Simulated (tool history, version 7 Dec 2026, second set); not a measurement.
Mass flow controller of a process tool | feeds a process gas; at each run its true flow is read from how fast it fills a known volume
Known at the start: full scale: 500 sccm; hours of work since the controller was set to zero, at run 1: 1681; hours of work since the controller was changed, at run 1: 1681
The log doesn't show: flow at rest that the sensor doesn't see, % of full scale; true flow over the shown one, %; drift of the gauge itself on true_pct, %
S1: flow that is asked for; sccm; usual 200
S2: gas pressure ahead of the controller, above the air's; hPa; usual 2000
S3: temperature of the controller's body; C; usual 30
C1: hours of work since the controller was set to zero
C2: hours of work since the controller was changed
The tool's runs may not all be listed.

run 1 hour=0.0 | S1=200 S2=2000 S3=30 | C1=1681 C2=1681 | true_flow_(%)=97.77
run 2 hour=71.5 | S1=200 S2=2000 S3=30 | C1=1738 C2=1738 | true_flow_(%)=97.77
run 3 hour=118.0 | S1=200 S2=2000 S3=30 | C1=1774 C2=1774 | true_flow_(%)=97.82
run 4 hour=169.8 | S1=200 S2=2000 S3=30 | C1=1815 C2=1815 | true_flow_(%)=97.68
run 5 hour=268.7 | S1=99 S2=2000 S3=30 | C1=1893 C2=1893 | true_flow_(%)=96.42
run 6 hour=370.7 | S1=99 S2=2000 S3=30 | C1=1973 C2=1973 | true_flow_(%)=96.64
run 7 hour=412.7 | S1=200 S2=2000 S3=30 | C1=2006 C2=2006 | true_flow_(%)=97.68
run 8 hour=467.3 | S1=200 S2=2000 S3=30 | C1=2049 C2=2049 | true_flow_(%)=97.76
run 9 hour=568.6 | S1=200 S2=2000 S3=30 | C1=2129 C2=2129 | true_flow_(%)=97.63
run 10 hour=618.1 | S1=200 S2=2000 S3=30 | C1=2168 C2=2168 | true_flow_(%)=97.63
run 11 hour=708.9 | S1=200 S2=2000 S3=30 | C1=2240 C2=2240 | true_flow_(%)=97.51
run 12 hour=767.3 | S1=200 S2=2000 S3=33 | C1=2286 C2=2286 | true_flow_(%)=97.71
run 13 hour=846.1 | S1=200 S2=2300 S3=33 | C1=2348 C2=2348 | true_flow_(%)=97.94
run 14 hour=943.4 | S1=200 S2=2300 S3=33 | C1=2424 C2=2424 | true_flow_(%)=97.85
run 15 hour=1015.1 | S1=200 S2=2300 S3=33 | C1=2481 C2=2481 | true_flow_(%)=97.85
run 16 hour=1062.8 | S1=200 S2=2000 S3=30 | C1=2518 C2=2518 | true_flow_(%)=97.50
run 17 hour=1108.4 | S1=200 S2=2000 S3=30 | C1=2554 C2=2554 | true_flow_(%)=97.51
run 18 hour=1194.9 | S1=200 S2=2000 S3=30 | C1=2622 C2=2622 | true_flow_(%)=97.56
run 19 hour=1261.7 | S1=200 S2=2000 S3=38 | C1=2675 C2=2675 | true_flow_(%)=97.87
run 20 hour=1308.0 | S1=200 S2=2000 S3=30 | C1=2711 C2=2711 | true_flow_(%)=97.47
run 21 hour=1351.7 | S1=200 S2=2000 S3=30 | C1=2746 C2=2746 | true_flow_(%)=97.45
run 22 hour=1442.0 | S1=200 S2=2000 S3=21 | C1=2817 C2=2817 | true_flow_(%)=96.87
run 23 hour=1496.4 | S1=200 S2=2000 S3=21 | C1=2860 C2=2860 | true_flow_(%)=96.98
run 24 hour=1581.6 | S1=200 S2=2000 S3=24 | C1=2927 C2=2927 | true_flow_(%)=97.12
run 25 hour=1674.4 | S1=200 S2=1430 S3=23 | C1=3000 C2=3000 | true_flow_(%)=96.59
run 26 hour=1719.4 | S1=52 S2=1430 S3=23 | C1=3035 C2=3035 | true_flow_(%)=93.88
run 27 hour=1763.7 | S1=200 S2=1510 S3=27 | C1=3070 C2=3070 | true_flow_(%)=96.88
run 28 hour=1823.8 | S1=363 S2=1890 S3=21 | C1=3118 C2=3118 | true_flow_(%)=98.03
run 29 hour=1865.5 | S1=180 S2=2000 S3=30 | C1=3151 C2=3151 | true_flow_(%)=97.12
run 30 hour=1917.9 | S1=180 S2=1670 S3=40 | C1=3192 C2=3192 | true_flow_(%)=97.38
run 31 hour=2020.0 | S1=101 S2=1950 S3=39 | C1=3272 C2=3272 | true_flow_(%)=96.41
run 32 hour=2105.0 | S1=101 S2=1950 S3=39 | C1=3339 C2=3339 | true_flow_(%)=96.33
run 33 hour=2151.7 | S1=101 S2=1950 S3=39 | C1=3376 C2=3376 | true_flow_(%)=96.30
run 34 hour=2243.3 | S1=200 S2=2080 S3=33 | C1=3448 C2=3448 | true_flow_(%)=97.39
run 35 hour=2324.4 | S1=200 S2=2080 S3=33 | C1=3512 C2=3512 | true_flow_(%)=97.40
run 36 hour=2375.8 | S1=66 S2=2470 S3=30 | C1=3552 C2=3552 | true_flow_(%)=95.24
run 37 hour=2449.1 | S1=238 S2=1820 S3=36 | C1=3610 C2=3610 | true_flow_(%)=97.64
run 38 hour=2532.2 | S1=238 S2=1820 S3=36 | C1=3676 C2=3676 | true_flow_(%)=97.89
run 39 hour=2629.7 | S1=152 S2=2000 S3=32 | C1=3752 C2=3752 | true_flow_(%)=96.76
run 40 hour=2727.7 | S1=73 S2=2000 S3=38 | C1=3830 C2=3830 | true_flow_(%)=95.49
run 41 hour=2794.0 | S1=200 S2=2100 S3=38 | C1=3882 C2=3882 | true_flow_(%)=97.67
run 42 hour=2876.6 | S1=193 S2=2300 S3=23 | C1=3947 C2=3947 | true_flow_(%)=96.93
run 43 hour=2956.8 | S1=193 S2=2300 S3=23 | C1=4010 C2=4010 | true_flow_(%)=97.01
run 44 hour=3042.0 | S1=193 S2=2300 S3=23 | C1=4077 C2=4077 | true_flow_(%)=96.80
run 45 hour=3138.0 | S1=180 S2=1770 S3=29 | C1=4153 C2=4153 | true_flow_(%)=96.54
run 46 hour=3210.8 | S1=180 S2=2590 S3=31 | C1=4210 C2=4210 | true_flow_(%)=97.35
run 47 hour=3263.1 | S1=180 S2=2590 S3=31 | C1=4251 C2=4251 | true_flow_(%)=97.34

5 ways to go on from here, each from the tool as it stands after run 47. What would each give?
run A hour=3333.7 | S1=170 S2=2560 S3=34 | C1=4307 C2=4307 | true_flow_(%)=?
run B hour=3333.7 | S1=105 S2=2000 S3=33 | C1=4307 C2=4307 | true_flow_(%)=?
run C hour=3333.7 | S1=102 S2=1750 S3=30 | C1=4307 C2=4307 | true_flow_(%)=?
run D hour=3333.7 | S1=180 S2=1620 S3=21 | C1=4307 C2=4307 | true_flow_(%)=?
run E hour=3333.7 | S1=82 S2=2590 S3=22 | C1=4307 C2=4307 | true_flow_(%)=?

run=A true_flow_(%)=97.13
run=B true_flow_(%)=95.56
run=C true_flow_(%)=95.37
run=D true_flow_(%)=96.11
run=E true_flow_(%)=95.06
Without the tool's hidden state the same runs would have given:
run=A true_flow_(%)=98.63
run=B true_flow_(%)=97.70
run=C true_flow_(%)=97.55
run=D true_flow_(%)=97.55
run=E true_flow_(%)=97.67
